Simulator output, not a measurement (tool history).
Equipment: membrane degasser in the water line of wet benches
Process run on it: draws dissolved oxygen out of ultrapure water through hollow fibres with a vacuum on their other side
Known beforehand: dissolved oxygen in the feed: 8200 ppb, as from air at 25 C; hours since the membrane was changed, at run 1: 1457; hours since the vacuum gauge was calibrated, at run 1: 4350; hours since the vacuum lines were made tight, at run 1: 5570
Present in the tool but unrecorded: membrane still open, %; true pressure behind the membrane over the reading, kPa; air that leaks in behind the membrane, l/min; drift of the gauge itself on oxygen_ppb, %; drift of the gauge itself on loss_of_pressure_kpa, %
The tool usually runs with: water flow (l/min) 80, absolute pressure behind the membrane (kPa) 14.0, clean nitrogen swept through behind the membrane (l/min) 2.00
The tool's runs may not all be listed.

run	day	water flow (l/min)	absolute pressure behind the membrane (kPa)	clean nitrogen swept through behind the membrane (l/min)	hours since the membrane was changed	hours since the vacuum gauge was calibrated	hours since the vacuum lines were made tight	dissolved oxygen in the water behind the degasser (ppb)	pressure that the water loses in the fibres (kPa)
1	0.000	80	14.0	2.00	1457	4350	5570	851.8	65.07
2	1.758	80	14.0	2.00	1499	4392	5612	855.5	65.19
3	3.121	80	14.0	2.00	1532	4425	5645	854.2	64.69
4	5.200	80	14.0	2.39	1582	4475	5695	760.1	64.81
5	6.379	80	25.0	2.39	1610	4503	5723	1361.2	64.98
6	7.662	80	25.0	2.39	1641	4534	5754	1363.1	65.14
7	9.700	80	25.0	2.39	1690	4583	5803	1361.5	65.31
8	11.400	96	25.0	2.39	1731	4624	5844	1596.7	77.59
9	12.708	80	25.4	2.00	1762	4655	5875	1582.6	65.19
10	13.742	80	25.4	2.00	1787	4680	5900	1578.6	65.00
11	15.129	80	25.4	2.00	1820	4713	5933	1578.7	65.43
# day 16.567: seals of the vacuum lines changed
12	16.850	80	14.0	5.44	1859	4752	7	418.9	65.04
13	17.821	80	14.0	5.44	1883	4776	30	418.8	64.87
14	18.954	80	14.0	5.44	1910	4803	57	419.4	65.22
15	20.558	80	14.0	2.00	1948	4842	96	867.6	65.20
16	21.696	80	10.0	2.00	1976	4869	123	588.4	65.28

Expected results for the next run?
17	23.033	81	8.8	2.00	2008	4901	155	?	?

dissolved oxygen in the water behind the degasser (ppb): 506.1
pressure that the water loses in the fibres (kPa): 66.07
The same run, on a tool lacking any hidden state, would have yielded dissolved oxygen in the water behind the degasser (ppb) 491.5, pressure that the water loses in the fibres (kPa) 66.03.
